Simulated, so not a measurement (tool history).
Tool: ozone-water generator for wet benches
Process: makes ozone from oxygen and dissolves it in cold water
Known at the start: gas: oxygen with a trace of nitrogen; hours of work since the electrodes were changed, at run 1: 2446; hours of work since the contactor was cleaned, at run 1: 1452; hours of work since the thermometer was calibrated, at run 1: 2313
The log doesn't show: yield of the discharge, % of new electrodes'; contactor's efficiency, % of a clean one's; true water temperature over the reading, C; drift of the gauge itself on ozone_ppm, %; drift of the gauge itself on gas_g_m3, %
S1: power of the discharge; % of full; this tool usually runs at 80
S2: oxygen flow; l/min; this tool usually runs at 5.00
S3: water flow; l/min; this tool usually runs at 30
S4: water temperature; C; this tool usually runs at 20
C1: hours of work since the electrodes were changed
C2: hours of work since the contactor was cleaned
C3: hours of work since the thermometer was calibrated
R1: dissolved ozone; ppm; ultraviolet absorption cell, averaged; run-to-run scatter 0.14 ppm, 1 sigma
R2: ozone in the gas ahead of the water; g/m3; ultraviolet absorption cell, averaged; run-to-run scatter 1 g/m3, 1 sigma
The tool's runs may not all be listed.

run 1 day=0.000 | S1=80 S2=5.00 S3=30 S4=20 | C1=2446 C2=1452 C3=2313 | R1=15.3 R2=167.8
run 2 day=4.129 | S1=80 S2=5.00 S3=30 S4=20 | C1=2511 C2=1516 C3=2378 | R1=15.1 R2=165.4
run 3 day=9.008 | S1=80 S2=5.00 S3=30 S4=20 | C1=2587 C2=1593 C3=2454 | R1=15.2 R2=167.6
run 4 day=13.971 | S1=80 S2=5.00 S3=30 S4=15 | C1=2665 C2=1671 C3=2532 | R1=16.1 R2=165.9
run 5 day=19.200 | S1=80 S2=5.00 S3=30 S4=15 | C1=2747 C2=1753 C3=2614 | R1=16.0 R2=164.4
run 6 day=24.592 | S1=80 S2=5.00 S3=30 S4=15 | C1=2832 C2=1838 C3=2699 | R1=15.7 R2=163.4
run 7 day=28.179 | S1=46 S2=4.35 S3=45 S4=15 | C1=2889 C2=1894 C3=2756 | R1=7.5 R2=126.3
run 8 day=33.154 | S1=96 S2=8.86 S3=30 S4=20 | C1=2967 C2=1973 C3=2834 | R1=15.9 R2=126.7
run 9 day=36.562 | S1=73 S2=5.00 S3=27 S4=20 | C1=3020 C2=2026 C3=2887 | R1=15.2 R2=155.0
run 10 day=42.012 | S1=80 S2=5.00 S3=29 S4=20 | C1=3106 C2=2112 C3=2973 | R1=15.4 R2=163.7
run 11 day=47.258 | S1=48 S2=5.00 S3=29 S4=18 | C1=3188 C2=2194 C3=3055 | R1=11.3 R2=117.7

Branching from run 11: 4 alternative next runs. What would each branch give?
run A day=52.821 | S1=77 S2=5.00 S3=34 S4=22 | C1=3276 C2=2282 C3=3143 | R1=? R2=?
run B day=52.821 | S1=48 S2=5.00 S3=29 S4=15 | C1=3276 C2=2282 C3=3143 | R1=? R2=?
run C day=52.821 | S1=48 S2=5.00 S3=27 S4=18 | C1=3276 C2=2282 C3=3143 | R1=? R2=?
run D day=52.821 | S1=48 S2=3.52 S3=24 S4=18 | C1=3276 C2=2282 C3=3143 | R1=? R2=?

run=A R1=12.8 R2=157.5
run=B R1=11.8 R2=117.8
run=C R1=12.0 R2=116.6
run=D R1=13.6 R2=148.8
Without the tool's hidden state the same runs would have given:
run=A R1=14.4 R2=175.1
run=B R1=12.9 R2=126.9
run=C R1=13.1 R2=125.7
run=D R1=14.8 R2=160.3
